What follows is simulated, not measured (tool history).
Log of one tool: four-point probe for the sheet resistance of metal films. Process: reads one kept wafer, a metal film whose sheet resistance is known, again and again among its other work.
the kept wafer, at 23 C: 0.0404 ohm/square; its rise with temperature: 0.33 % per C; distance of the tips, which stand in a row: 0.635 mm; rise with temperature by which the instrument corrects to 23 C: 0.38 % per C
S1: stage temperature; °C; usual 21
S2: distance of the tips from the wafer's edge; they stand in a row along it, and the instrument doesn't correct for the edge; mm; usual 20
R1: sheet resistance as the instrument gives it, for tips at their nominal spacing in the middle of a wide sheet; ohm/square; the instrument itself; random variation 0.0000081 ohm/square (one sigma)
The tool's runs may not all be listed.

run    hour  S1  S2        R1
  1       0  21  20  0.040148
  2    37.1  21   8  0.040261
  3    59.8  21  20  0.040138
  4    84.3  21  43  0.040124
  5   106.2  21  43   0.04012
  6     139  21  12  0.040173
  7   159.9  21  12  0.040174
  8   183.6  21  12  0.040152
  9   223.1  21  12  0.040162
 10     259  21  12  0.040165
 11   289.4  21  12  0.040134
 12   321.7  21  12  0.040141
 13   342.9  31  20  0.039901
 14   361.7  21  75  0.040079
 15   399.9  21  25  0.040094
 16   436.9  21  25  0.040077
 17   465.2  24  25  0.040022
 18   498.3  21  20  0.040078
 19   516.2  21  20  0.040081
 20   539.1  29  20  0.039922
 21     569  21  20  0.040064
 22   610.3  21  20   0.04007
 23   636.4  29  20  0.039903
 24   673.6  23  49  0.039972
 25   701.7  23  21  0.040012
 26   739.2  23  21  0.040012
 27     773  28  20   0.03991
 28   805.9  28  20  0.039892
 29   826.1  28  41  0.039883
 30   863.1  21  32  0.040005
      865.9  -- stage's thermometer calibrated
 31   906.5  29  32  0.039839
 32   929.4  28  50  0.039875
 33   966.9  21  20  0.040017
 34  1007.6  30  35  0.039831
 35  1038.9  30  35   0.03982
 36  1063.6  19  11   0.04009
 37  1106.6  28  20  0.039861
     1111.3  -- stage's thermometer calibrated, once more
 38  1130.7  28   5  0.040125
 39  1171.4  33   4  0.040226
 40  1213.4  19  20  0.039963
 41  1245.8  19  20  0.039963
 42    1273  22  29  0.039885
 43  1311.9  24  18  0.039868
 44  1343.7  20   8  0.040031
 45  1376.4  31   9  0.039802

Forecast each of these 4 alternatives for the next run:
  A  1413.7  28  63   ?
  B  1413.7  21  56   ?
  C  1413.7  31   9   ?
  D  1413.7  24  20   ?

run        R1
  A  0.039755
  B  0.039889
  C  0.039781
  D  0.039848
Without the tool's hidden state the same runs would have given:
run        R1
  A  0.040315
  B   0.04045
  C  0.040341
  D  0.040409

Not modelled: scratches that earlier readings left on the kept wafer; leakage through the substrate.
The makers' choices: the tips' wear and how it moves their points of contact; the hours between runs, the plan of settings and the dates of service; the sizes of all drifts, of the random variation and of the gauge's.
